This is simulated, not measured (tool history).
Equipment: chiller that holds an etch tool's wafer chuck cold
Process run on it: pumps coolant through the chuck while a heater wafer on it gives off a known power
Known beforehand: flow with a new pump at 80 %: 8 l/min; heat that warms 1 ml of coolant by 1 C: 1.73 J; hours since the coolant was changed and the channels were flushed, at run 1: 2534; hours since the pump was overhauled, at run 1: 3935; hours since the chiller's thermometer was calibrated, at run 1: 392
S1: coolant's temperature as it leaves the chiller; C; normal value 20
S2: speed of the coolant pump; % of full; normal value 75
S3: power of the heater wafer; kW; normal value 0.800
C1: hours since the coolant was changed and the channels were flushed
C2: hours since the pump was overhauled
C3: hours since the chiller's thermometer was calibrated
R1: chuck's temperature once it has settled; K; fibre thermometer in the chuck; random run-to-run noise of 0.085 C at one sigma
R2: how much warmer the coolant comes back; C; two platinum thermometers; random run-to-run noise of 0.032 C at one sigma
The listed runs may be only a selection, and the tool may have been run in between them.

run 1 hour=0.0 | S1=20 S2=75 S3=0.800 | C1=2534 C2=3935 C3=392 | R1=303.38 R2=3.90
run 2 hour=101.9 | S1=20 S2=75 S3=0.800 | C1=2636 C2=4036 C3=494 | R1=303.29 R2=3.89
run 3 hour=181.3 | S1=20 S2=75 S3=0.800 | C1=2715 C2=4116 C3=574 | R1=303.43 R2=3.97
run 4 hour=236.9 | S1=14 S2=75 S3=0.800 | C1=2771 C2=4172 C3=629 | R1=297.34 R2=3.85
run 5 hour=301.9 | S1=20 S2=75 S3=0.800 | C1=2836 C2=4237 C3=694 | R1=303.28 R2=3.89
run 6 hour=387.7 | S1=20 S2=75 S3=0.800 | C1=2921 C2=4322 C3=780 | R1=303.34 R2=3.95
run 7 hour=513.9 | S1=20 S2=75 S3=0.800 | C1=3048 C2=4449 C3=906 | R1=303.29 R2=3.91
run 8 hour=598.5 | S1=20 S2=75 S3=0.800 | C1=3132 C2=4533 C3=991 | R1=303.27 R2=3.88
run 9 hour=703.1 | S1=20 S2=75 S3=0.800 | C1=3237 C2=4638 C3=1095 | R1=303.37 R2=3.94
run 10 hour=826.1 | S1=20 S2=75 S3=0.800 | C1=3360 C2=4761 C3=1219 | R1=303.31 R2=3.89
run 11 hour=882.8 | S1=20 S2=75 S3=0.481 | C1=3417 C2=4817 C3=1275 | R1=299.26 R2=2.42
run 12 hour=1013.9 | S1=20 S2=75 S3=0.481 | C1=3548 C2=4948 C3=1406 | R1=299.09 R2=2.35
run 13 hour=1100.7 | S1=20 S2=75 S3=0.481 | C1=3635 C2=5035 C3=1493 | R1=299.16 R2=2.32
run 14 hour=1204.1 | S1=20 S2=75 S3=0.481 | C1=3738 C2=5139 C3=1596 | R1=299.11 R2=2.32
run 15 hour=1261.1 | S1=20 S2=75 S3=0.481 | C1=3795 C2=5196 C3=1654 | R1=299.27 R2=2.36
run 16 hour=1366.8 | S1=20 S2=75 S3=0.800 | C1=3901 C2=5301 C3=1759 | R1=303.49 R2=3.96
run 17 hour=1460.7 | S1=25 S2=91 S3=0.800 | C1=3994 C2=5395 C3=1853 | R1=306.87 R2=3.24
run 18 hour=1561.4 | S1=20 S2=75 S3=0.730 | C1=4095 C2=5496 C3=1954 | R1=302.72 R2=3.62
run 19 hour=1693.7 | S1=20 S2=61 S3=0.508 | C1=4227 C2=5628 C3=2086 | R1=300.72 R2=3.16
run 20 hour=1767.0 | S1=20 S2=89 S3=0.963 | C1=4301 C2=5702 C3=2159 | R1=303.91 R2=4.08
run 21 hour=1821.9 | S1=20 S2=75 S3=1.070 | C1=4356 C2=5757 C3=2214 | R1=306.97 R2=5.30
run 22 hour=1933.3 | S1=11 S2=75 S3=0.508 | C1=4467 C2=5868 C3=2326 | R1=290.33 R2=2.48
run 23 hour=2065.4 | S1=20 S2=94 S3=1.155 | C1=4599 C2=6000 C3=2458 | R1=305.58 R2=4.60
run 24 hour=2182.5 | S1=20 S2=96 S3=0.637 | C1=4716 C2=6117 C3=2575 | R1=299.71 R2=2.50
run 25 hour=2249.7 | S1=20 S2=71 S3=0.637 | C1=4784 C2=6184 C3=2642 | R1=301.63 R2=3.34
run 26 hour=2339.3 | S1=20 S2=71 S3=0.637 | C1=4873 C2=6274 C3=2732 | R1=301.70 R2=3.39
run 27 hour=2398.5 | S1=10 S2=76 S3=0.581 | C1=4932 C2=6333 C3=2791 | R1=290.42 R2=2.89
run 28 hour=2503.4 | S1=13 S2=97 S3=0.532 | C1=5037 C2=6438 C3=2896 | R1=291.50 R2=2.04
run 29 hour=2582.1 | S1=13 S2=97 S3=0.532 | C1=5116 C2=6517 C3=2975 | R1=291.35 R2=2.07
run 30 hour=2660.1 | S1=16 S2=81 S3=1.161 | C1=5194 C2=6595 C3=3053 | R1=303.53 R2=5.40
run 31 hour=2785.2 | S1=16 S2=81 S3=1.161 | C1=5319 C2=6720 C3=3178 | R1=303.60 R2=5.43
run 32 hour=2887.3 | S1=16 S2=81 S3=1.161 | C1=5421 C2=6822 C3=3280 | R1=303.64 R2=5.39

Forecast each of these 3 alternatives for the next run:
run A hour=2983.2 | S1=24 S2=97 S3=1.152 | C1=5517 C2=6918 C3=3376 | R1=? R2=?
run B hour=2983.2 | S1=11 S2=92 S3=0.450 | C1=5517 C2=6918 C3=3376 | R1=? R2=?
run C hour=2983.2 | S1=12 S2=81 S3=1.025 | C1=5517 C2=6918 C3=3376 | R1=? R2=?

run=A R1=309.42 R2=4.49
run=B R1=288.83 R2=1.82
run=C R1=297.77 R2=4.75
Without the tool's unlogged condition, the same runs would have read:
run=A R1=308.19 R2=4.12
run=B R1=288.73 R2=1.67
run=C R1=296.50 R2=4.36
